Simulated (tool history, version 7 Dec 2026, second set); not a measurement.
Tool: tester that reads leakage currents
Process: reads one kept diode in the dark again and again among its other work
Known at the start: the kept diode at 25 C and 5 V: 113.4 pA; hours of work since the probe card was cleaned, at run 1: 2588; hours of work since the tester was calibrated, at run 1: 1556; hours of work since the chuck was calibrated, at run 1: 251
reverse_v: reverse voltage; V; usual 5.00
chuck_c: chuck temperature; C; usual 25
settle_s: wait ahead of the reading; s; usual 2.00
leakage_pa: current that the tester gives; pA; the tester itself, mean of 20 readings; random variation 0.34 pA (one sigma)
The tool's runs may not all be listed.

| run | hour | reverse_v | chuck_c | settle_s | hours of work since the probe card was cleaned | hours of work since the tester was calibrated | hours of work since the chuck was calibrated | leakage_pa |
|---|---|---|---|---|---|---|---|---|
| 1 | 0.0 | 5.00 | 25 | 2.00 | 2588 | 1556 | 251 | 113.89 |
| 2 | 220.5 | 3.89 | 25 | 2.00 | 2723 | 1691 | 386 | 104.64 |
| 3 | 348.1 | 5.00 | 25 | 2.00 | 2801 | 1770 | 464 | 113.89 |
| 4 | 490.5 | 2.65 | 25 | 2.00 | 2888 | 1857 | 552 | 91.95 |
| 5 | 623.9 | 2.65 | 25 | 2.00 | 2970 | 1938 | 633 | 92.55 |
| 6 | 716.8 | 2.65 | 25 | 2.00 | 3027 | 1995 | 690 | 92.41 |
| 7 | 840.6 | 5.00 | 25 | 2.00 | 3103 | 2071 | 766 | 113.91 |
| 8 | 990.7 | 5.00 | 25 | 2.00 | 3194 | 2163 | 858 | 113.71 |
|  | 1073.5 | tester calibrated |
|  | 1075.5 | chuck's temperature calibrated |
| 9 | 1197.7 | 5.00 | 25 | 2.00 | 3319 | 75 | 75 | 113.55 |
| 10 | 1342.6 | 5.00 | 25 | 2.00 | 3408 | 164 | 164 | 113.62 |
|  | 1376.6 | probe card cleaned and baked |
| 11 | 1445.5 | 5.00 | 25 | 2.00 | 42 | 225 | 225 | 113.51 |
| 12 | 1650.8 | 5.00 | 25 | 2.00 | 168 | 351 | 351 | 113.35 |
| 13 | 1818.1 | 5.00 | 25 | 2.00 | 270 | 453 | 453 | 112.75 |
| 14 | 1915.4 | 5.00 | 25 | 2.00 | 330 | 513 | 513 | 113.78 |
| 15 | 2046.2 | 5.00 | 25 | 2.00 | 410 | 593 | 593 | 113.64 |
| 16 | 2180.1 | 5.00 | 25 | 2.00 | 492 | 675 | 675 | 113.56 |
| 17 | 2381.6 | 5.00 | 53 | 2.00 | 616 | 798 | 798 | 1333.21 |
|  | 2562.6 | chuck's temperature calibrated |
| 18 | 2599.5 | 5.00 | 53 | 2.00 | 748 | 930 | 23 | 1318.94 |
| 19 | 2770.8 | 5.00 | 53 | 2.00 | 853 | 1035 | 127 | 1332.79 |
| 20 | 2928.1 | 5.00 | 25 | 2.00 | 949 | 1132 | 224 | 113.32 |
| 21 | 3156.3 | 5.00 | 25 | 0.65 | 1089 | 1271 | 364 | 114.24 |
| 22 | 3277.9 | 4.75 | 25 | 0.65 | 1163 | 1346 | 438 | 112.17 |
| 23 | 3489.7 | 4.75 | 25 | 0.65 | 1293 | 1476 | 568 | 112.78 |
| 24 | 3714.3 | 4.75 | 25 | 0.65 | 1431 | 1613 | 705 | 111.88 |
| 25 | 3828.3 | 19.51 | 47 | 2.46 | 1500 | 1683 | 775 | 1274.26 |
| 26 | 3928.8 | 19.51 | 39 | 2.46 | 1562 | 1745 | 837 | 642.70 |
|  | 4042.5 | chuck's temperature calibrated |
| 27 | 4156.2 | 13.39 | 39 | 2.46 | 1700 | 1883 | 70 | 566.00 |
| 28 | 4341.5 | 5.00 | 21 | 2.00 | 1814 | 1996 | 183 | 77.33 |
| 29 | 4564.8 | 5.00 | 21 | 2.00 | 1950 | 2133 | 320 | 76.77 |
|  | 4697.3 | tester calibrated |
| 30 | 4785.4 | 5.00 | 21 | 2.00 | 2084 | 54 | 454 | 77.08 |
| 31 | 4924.1 | 1.48 | 38 | 7.21 | 2169 | 139 | 539 | 251.67 |
| 32 | 5024.2 | 1.48 | 38 | 7.21 | 2231 | 200 | 600 | 252.36 |
| 33 | 5151.6 | 5.00 | 26 | 2.00 | 2309 | 278 | 678 | 125.03 |
| 34 | 5299.5 | 5.00 | 26 | 2.00 | 2399 | 369 | 769 | 125.98 |
| 35 | 5484.3 | 8.86 | 24 | 2.57 | 2512 | 482 | 882 | 123.75 |
|  | 5519.1 | chuck's temperature calibrated |
| 36 | 5687.1 | 8.86 | 24 | 2.57 | 2635 | 605 | 103 | 124.85 |
| 37 | 5781.3 | 1.61 | 25 | 2.00 | 2693 | 663 | 161 | 78.46 |
| 38 | 5913.4 | 4.26 | 36 | 2.00 | 2774 | 744 | 242 | 298.69 |
| 39 | 6082.7 | 2.15 | 36 | 1.13 | 2878 | 847 | 345 | 240.25 |

The same runs without the tool's hidden state, with the same run-to-run variation:
The hidden state here: stray current of the dirty probe card, pA a volt; current scale over the true one, %; true chuck temperature over the reading, C; drift of the gauge itself on leakage_pa, %.
| run | leakage_pa |
|---|---|
| 1 | 113.81 |
| 2 | 104.55 |
| 3 | 113.77 |
| 4 | 91.86 |
| 5 | 92.44 |
| 6 | 92.30 |
| 7 | 113.73 |
| 8 | 113.51 |
| 9 | 113.46 |
| 10 | 113.51 |
| 11 | 113.47 |
| 12 | 113.28 |
| 13 | 112.66 |
| 14 | 113.68 |
| 15 | 113.53 |
| 16 | 113.43 |
| 17 | 1331.84 |
| 18 | 1319.15 |
| 19 | 1332.80 |
| 20 | 113.28 |
| 21 | 114.17 |
| 22 | 112.08 |
| 23 | 112.67 |
| 24 | 111.75 |
| 25 | 1273.03 |
| 26 | 641.92 |
| 27 | 565.98 |
| 28 | 77.28 |
| 29 | 76.70 |
| 30 | 76.96 |
| 31 | 251.42 |
| 32 | 252.10 |
| 33 | 124.83 |
| 34 | 125.76 |
| 35 | 123.45 |
| 36 | 124.77 |
| 37 | 78.44 |
| 38 | 298.62 |
| 39 | 240.17 |
